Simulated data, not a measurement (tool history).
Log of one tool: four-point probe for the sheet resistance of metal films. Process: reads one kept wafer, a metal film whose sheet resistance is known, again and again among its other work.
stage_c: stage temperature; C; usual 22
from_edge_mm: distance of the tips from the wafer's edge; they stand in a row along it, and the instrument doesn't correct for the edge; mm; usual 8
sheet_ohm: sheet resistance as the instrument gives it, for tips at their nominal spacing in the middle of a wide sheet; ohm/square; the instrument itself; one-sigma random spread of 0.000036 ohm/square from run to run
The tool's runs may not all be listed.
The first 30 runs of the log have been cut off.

run,hour,stage_c,from_edge_mm,touches since the probe head was changed,hours of work since the stage's thermometer was calibrated,sheet_ohm
31,453.4,21,48,21458,1404,0.182687
32,471.7,27,10,21826,1412,0.182274
33,484.5,29,40,22084,1418,0.181744
34,503.7,26,9,22472,1426,0.182401
35,517.7,26,9,22754,1432,0.182314
# hour 532.8: stage's thermometer calibrated
36,537.6,26,9,23145,2,0.182239
37,558.2,19,9,23559,11,0.183090
38,575.3,19,57,23904,18,0.182766
39,593.7,19,57,24274,26,0.182729
40,609.6,19,57,24594,33,0.182768
41,627.9,22,39,24964,41,0.182405
42,646.8,19,18,25343,49,0.182802
43,665.7,32,61,25726,57,0.181242
44,679.3,32,61,25999,63,0.181312

Each row is a separate what-if for the run after 44, all from the same tool condition, not one after another. Results?
A,696.6,20,61,26348,70,?
B,696.6,21,41,26348,70,?
C,696.6,32,3,26348,70,?
D,696.6,34,33,26348,70,?
E,696.6,23,61,26348,70,?

run,sheet_ohm
A,0.182702
B,0.182500
C,0.183878
D,0.180987
E,0.182315
With no hidden state in the tool, these same runs would have given:
run,sheet_ohm
A,0.182226
B,0.182025
C,0.183401
D,0.180518
E,0.181841
